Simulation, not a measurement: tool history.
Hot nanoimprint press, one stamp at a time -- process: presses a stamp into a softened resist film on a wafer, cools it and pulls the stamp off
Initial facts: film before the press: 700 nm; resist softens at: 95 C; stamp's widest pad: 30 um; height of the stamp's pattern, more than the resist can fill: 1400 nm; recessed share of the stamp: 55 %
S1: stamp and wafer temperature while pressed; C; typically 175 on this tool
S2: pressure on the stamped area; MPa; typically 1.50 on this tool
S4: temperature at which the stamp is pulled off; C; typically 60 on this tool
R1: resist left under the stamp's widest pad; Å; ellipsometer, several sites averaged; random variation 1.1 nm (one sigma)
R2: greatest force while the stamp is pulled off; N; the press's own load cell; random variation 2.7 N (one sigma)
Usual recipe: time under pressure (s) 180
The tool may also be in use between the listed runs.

Run 1, hour 0.0: usual settings. Result: R1 3324 Å, R2 155 N.
Run 2, hour 16.8: usual settings but S1 168 C. Result: R1 4353 Å, R2 156 N.
Run 3, hour 35.8: usual settings but S1 168 C. Result: R1 4361 Å, R2 161 N.
Run 4, hour 53.3: usual settings but S1 168 C. Result: R1 4358 Å, R2 159 N.
Run 5, hour 64.9: usual settings but S1 185 C. Result: R1 2226 Å, R2 164 N.
Run 6, hour 84.6: usual settings but S1 185 C. Result: R1 2228 Å, R2 163 N.
Run 7, hour 104.8: usual settings but S2 1.61 MPa. Result: R1 3222 Å, R2 163 N.
Run 8, hour 119.3: usual settings but S4 62 C. Result: R1 3346 Å, R2 169 N.
Run 9, hour 132.4: usual settings but S1 179 C, S2 2.17 MPa, time under pressure (s) 96. Result: R1 2980 Å, R2 173 N.
Run 10, hour 156.8: usual settings but time under pressure (s) 104, S4 48 C. Result: R1 4006 Å, R2 181 N.
Run 11, hour 182.4: usual settings but time under pressure (s) 104, S4 48 C. Result: R1 4017 Å, R2 190 N.
Run 12, hour 202.9: usual settings but time under pressure (s) 177, S4 56 C. Result: R1 3388 Å, R2 188 N.
Run 13, hour 214.6: usual settings but time under pressure (s) 177, S4 56 C. Result: R1 3371 Å, R2 192 N.

The log once held 1 entry between its listed runs, left out of this copy. Where does each go, and what is different about the tool's unlogged condition between the listed run before it and the listed run after it?
Logged between run 6 and run 7: plate thermocouple calibrated (hour 89.8)
  true temperature over the reading, C: -0.55 -> -0.64; pressure that arrives at the usual setting, %: 98.64 -> 98.61; grip of the stamp's worn release coat, % over a new coat's: 33 -> 34.7
  the result without the hidden state subtracted from the measured one, R1: +64 -> +107 Å; R2: +41 -> +42 N
